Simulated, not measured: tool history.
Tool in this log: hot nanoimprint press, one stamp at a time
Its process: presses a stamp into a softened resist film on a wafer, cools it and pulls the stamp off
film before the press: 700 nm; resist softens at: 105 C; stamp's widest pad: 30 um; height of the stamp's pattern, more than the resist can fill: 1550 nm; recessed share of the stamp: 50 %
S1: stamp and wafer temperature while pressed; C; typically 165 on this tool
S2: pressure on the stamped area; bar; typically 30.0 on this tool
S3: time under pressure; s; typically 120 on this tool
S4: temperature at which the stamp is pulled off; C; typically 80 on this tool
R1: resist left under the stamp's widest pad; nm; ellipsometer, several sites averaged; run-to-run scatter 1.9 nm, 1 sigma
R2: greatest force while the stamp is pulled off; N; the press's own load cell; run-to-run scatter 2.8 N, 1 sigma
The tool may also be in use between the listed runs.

{"run": 1, "day": 0.0, "S1": 165, "S2": 30.0, "S3": 120, "S4": 80, "R1": 321.6, "R2": 188}
{"run": 2, "day": 1.362, "S1": 165, "S2": 30.0, "S3": 120, "S4": 80, "R1": 322.2, "R2": 197}
{"day": 1.871, "done": "stamp cleaned and given a new release coat"}
{"run": 3, "day": 3.462, "S1": 162, "S2": 30.0, "S3": 120, "S4": 80, "R1": 369.3, "R2": 184}
{"run": 4, "day": 4.438, "S1": 162, "S2": 30.0, "S3": 120, "S4": 80, "R1": 373.8, "R2": 190}
{"day": 5.775, "done": "stamp cleaned and given a new release coat"}
{"run": 5, "day": 6.383, "S1": 162, "S2": 30.0, "S3": 120, "S4": 80, "R1": 369.4, "R2": 175}
{"run": 6, "day": 7.338, "S1": 162, "S2": 30.0, "S3": 120, "S4": 80, "R1": 375.8, "R2": 187}
{"day": 9.712, "done": "stamp cleaned and given a new release coat"}
{"run": 7, "day": 9.817, "S1": 165, "S2": 20.6, "S3": 120, "S4": 80, "R1": 385.2, "R2": 179}
{"run": 8, "day": 11.325, "S1": 163, "S2": 30.0, "S3": 120, "S4": 80, "R1": 361.5, "R2": 179}
{"day": 13.046, "done": "plate thermocouple calibrated"}
{"day": 13.829, "done": "stamp cleaned and given a new release coat"}
{"run": 9, "day": 13.829, "S1": 163, "S2": 30.0, "S3": 120, "S4": 80, "R1": 357.4, "R2": 173}
{"run": 10, "day": 15.496, "S1": 165, "S2": 30.0, "S3": 120, "S4": 80, "R1": 326.1, "R2": 190}
{"day": 17.838, "done": "stamp cleaned and given a new release coat"}
{"run": 11, "day": 18.071, "S1": 165, "S2": 30.0, "S3": 120, "S4": 80, "R1": 327.0, "R2": 182}
{"run": 12, "day": 19.767, "S1": 165, "S2": 30.0, "S3": 120, "S4": 80, "R1": 329.5, "R2": 188}
{"run": 13, "day": 20.971, "S1": 165, "S2": 30.0, "S3": 120, "S4": 80, "R1": 333.7, "R2": 195}
{"day": 21.825, "done": "stamp cleaned and given a new release coat"}
{"run": 14, "day": 23.292, "S1": 165, "S2": 30.0, "S3": 120, "S4": 80, "R1": 335.8, "R2": 184}
{"day": 25.808, "done": "stamp cleaned and given a new release coat"}
{"run": 15, "day": 25.808, "S1": 165, "S2": 30.0, "S3": 120, "S4": 80, "R1": 333.0, "R2": 181}
{"run": 16, "day": 27.467, "S1": 165, "S2": 46.3, "S3": 212, "S4": 80, "R1": 225.0, "R2": 186}
{"day": 28.508, "done": "plate thermocouple calibrated"}
{"run": 17, "day": 28.683, "S1": 165, "S2": 30.0, "S3": 94, "S4": 80, "R1": 353.5, "R2": 193}
{"day": 29.908, "done": "stamp cleaned and given a new release coat"}
{"run": 18, "day": 30.454, "S1": 154, "S2": 37.6, "S3": 159, "S4": 80, "R1": 446.3, "R2": 180}
{"run": 19, "day": 32.108, "S1": 157, "S2": 43.8, "S3": 174, "S4": 87, "R1": 362.8, "R2": 176}
{"day": 33.871, "done": "stamp cleaned and given a new release coat"}
{"run": 20, "day": 33.871, "S1": 154, "S2": 34.5, "S3": 164, "S4": 74, "R1": 466.5, "R2": 191}
{"run": 21, "day": 35.212, "S1": 154, "S2": 41.3, "S3": 67, "S4": 74, "R1": 538.3, "R2": 197}
{"run": 22, "day": 36.329, "S1": 176, "S2": 41.3, "S3": 67, "S4": 74, "R1": 222.7, "R2": 203}
{"day": 37.796, "done": "stamp cleaned and given a new release coat"}
{"run": 23, "day": 38.767, "S1": 157, "S2": 19.6, "S3": 123, "S4": 66, "R1": 534.0, "R2": 215}
{"run": 24, "day": 40.967, "S1": 162, "S2": 19.6, "S3": 123, "S4": 82, "R1": 450.9, "R2": 191}
{"day": 41.733, "done": "stamp cleaned and given a new release coat"}
{"run": 25, "day": 42.558, "S1": 165, "S2": 30.0, "S3": 74, "S4": 80, "R1": 396.0, "R2": 178}
{"day": 43.946, "done": "plate thermocouple calibrated"}
{"run": 26, "day": 44.812, "S1": 165, "S2": 30.0, "S3": 74, "S4": 80, "R1": 387.8, "R2": 192}
{"day": 45.767, "done": "stamp cleaned and given a new release coat"}
{"day": 46.321, "done": "press's hydraulic seals changed and the load cell set to zero"}
{"run": 27, "day": 46.888, "S1": 165, "S2": 30.0, "S3": 88, "S4": 68, "R1": 345.1, "R2": 204}

5 ways to go on from here, each from the tool as it stands after run 27. What would each give?
{"run": "A", "day": 48.3, "S1": 165, "S2": 23.6, "S3": 79, "S4": 67, "R1": "?", "R2": "?"}
{"run": "B", "day": 48.3, "S1": 161, "S2": 47.1, "S3": 130, "S4": 68, "R1": "?", "R2": "?"}
{"run": "C", "day": 48.3, "S1": 165, "S2": 40.6, "S3": 145, "S4": 79, "R1": "?", "R2": "?"}
{"run": "D", "day": 48.3, "S1": 165, "S2": 30.0, "S3": 88, "S4": 84, "R1": "?", "R2": "?"}
{"run": "E", "day": 48.3, "S1": 165, "S2": 31.6, "S3": 120, "S4": 80, "R1": "?", "R2": "?"}

run=A R1=404.2 R2=210
run=B R1=288.5 R2=214
run=C R1=250.9 R2=188
run=D R1=347.2 R2=182
run=E R1=302.2 R2=189
Take away the tool's hidden state, keep each run's random variation, and the runs would have read:
run=A R1=404.6 R2=196
run=B R1=288.4 R2=201
run=C R1=250.9 R2=176
run=D R1=347.4 R2=171
run=E R1=302.3 R2=177
